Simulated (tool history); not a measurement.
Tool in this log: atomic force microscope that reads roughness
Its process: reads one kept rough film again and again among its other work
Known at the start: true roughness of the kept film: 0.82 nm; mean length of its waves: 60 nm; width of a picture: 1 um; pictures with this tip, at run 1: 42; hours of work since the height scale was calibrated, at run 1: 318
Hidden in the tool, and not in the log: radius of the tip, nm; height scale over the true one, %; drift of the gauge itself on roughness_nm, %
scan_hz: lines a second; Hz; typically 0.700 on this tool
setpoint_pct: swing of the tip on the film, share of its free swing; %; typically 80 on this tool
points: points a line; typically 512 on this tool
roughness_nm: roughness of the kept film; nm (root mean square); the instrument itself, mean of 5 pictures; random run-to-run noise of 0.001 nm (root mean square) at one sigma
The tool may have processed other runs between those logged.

| run | hour | scan_hz | setpoint_pct | points | pictures with this tip | hours of work since the height scale was calibrated | roughness_nm |
|---|---|---|---|---|---|---|---|
| 1 | 0.0 | 0.700 | 80 | 512 | 42 | 318 | 0.754 |
|  | 25.8 | new tip fitted |
| 2 | 39.6 | 0.700 | 80 | 512 | 13 | 335 | 0.759 |
| 3 | 68.5 | 0.700 | 80 | 512 | 41 | 348 | 0.756 |
|  | 95.2 | new tip fitted |
| 4 | 106.4 | 0.700 | 80 | 512 | 11 | 365 | 0.761 |
| 5 | 143.8 | 0.700 | 80 | 512 | 47 | 381 | 0.756 |
|  | 163.2 | new tip fitted |
| 6 | 171.9 | 0.700 | 80 | 512 | 8 | 394 | 0.760 |
| 7 | 211.9 | 0.700 | 80 | 512 | 46 | 412 | 0.755 |
|  | 230.3 | new tip fitted |
| 8 | 260.7 | 0.700 | 80 | 512 | 29 | 433 | 0.757 |
|  | 297.6 | new tip fitted |
| 9 | 309.0 | 1.233 | 80 | 512 | 11 | 454 | 0.721 |
| 10 | 356.4 | 1.233 | 80 | 512 | 56 | 476 | 0.720 |
|  | 366.5 | new tip fitted |
| 11 | 381.7 | 1.233 | 80 | 512 | 15 | 487 | 0.722 |
| 12 | 425.0 | 1.233 | 80 | 410 | 56 | 506 | 0.719 |
|  | 434.1 | new tip fitted |
| 13 | 455.7 | 1.233 | 80 | 684 | 20 | 519 | 0.723 |
|  | 503.0 | new tip fitted |
| 14 | 503.0 | 1.233 | 56 | 616 | 0 | 540 | 0.789 |

Predict the results of run 15:
| 15 | 545.9 | 0.744 | 80 | 638 | 42 | 559 | ? |

Run 15 gave roughness_nm 0.753 nm (root mean square).
On a tool with no hidden condition, and with the same random variation, this run would have come out at roughness_nm 0.759 nm (root mean square).
